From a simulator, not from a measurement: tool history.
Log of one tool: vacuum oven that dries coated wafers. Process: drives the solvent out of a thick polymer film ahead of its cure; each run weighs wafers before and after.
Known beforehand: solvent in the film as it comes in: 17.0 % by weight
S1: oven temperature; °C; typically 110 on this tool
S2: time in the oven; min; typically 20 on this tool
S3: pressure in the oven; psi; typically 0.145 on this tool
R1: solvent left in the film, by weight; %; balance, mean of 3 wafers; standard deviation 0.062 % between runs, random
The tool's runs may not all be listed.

run 1 day=0.000 | S1=110 S2=20 S3=0.145 | R1=4.10
run 2 day=0.542 | S1=110 S2=33 S3=0.145 | R1=2.19
run 3 day=1.200 | S1=110 S2=33 S3=0.145 | R1=2.19
run 4 day=2.067 | S1=108 S2=33 S3=0.145 | R1=2.71
run 5 day=2.512 | S1=108 S2=33 S3=0.145 | R1=2.69
run 6 day=3.288 | S1=110 S2=20 S3=0.145 | R1=4.11
run 7 day=3.871 | S1=110 S2=20 S3=0.145 | R1=4.08
run 8 day=4.417 | S1=110 S2=20 S3=0.145 | R1=4.05
run 9 day=4.850 | S1=110 S2=20 S3=0.146 | R1=4.16
run 10 day=5.292 | S1=114 S2=35 S3=0.194 | R1=1.88
-- day=5.425 vacuum gauge cleaned of residue and calibrated
run 11 day=5.867 | S1=119 S2=24 S3=0.344 | R1=2.65
run 12 day=6.454 | S1=119 S2=24 S3=0.376 | R1=2.84
run 13 day=7.183 | S1=124 S2=30 S3=0.088 | R1=0.64
run 14 day=7.654 | S1=120 S2=16 S3=0.145 | R1=2.56
-- day=8.454 vacuum gauge cleaned of residue and calibrated, once more
run 15 day=8.533 | S1=112 S2=17 S3=0.125 | R1=4.01

The logged runs with the hidden state left out (each run's random variation unchanged):
Unlogged tool condition in this case: true wafer temperature over the reading, C; true pressure over the reading, kPa; drift of the gauge itself on solvent_pct, %.
run=1 R1=3.70
run=2 R1=1.87
run=3 R1=1.85
run=4 R1=2.32
run=5 R1=2.30
run=6 R1=3.66
run=7 R1=3.63
run=8 R1=3.60
run=9 R1=3.69
run=10 R1=1.58
run=11 R1=2.25
run=12 R1=2.43
run=13 R1=0.39
run=14 R1=2.10
run=15 R1=3.68

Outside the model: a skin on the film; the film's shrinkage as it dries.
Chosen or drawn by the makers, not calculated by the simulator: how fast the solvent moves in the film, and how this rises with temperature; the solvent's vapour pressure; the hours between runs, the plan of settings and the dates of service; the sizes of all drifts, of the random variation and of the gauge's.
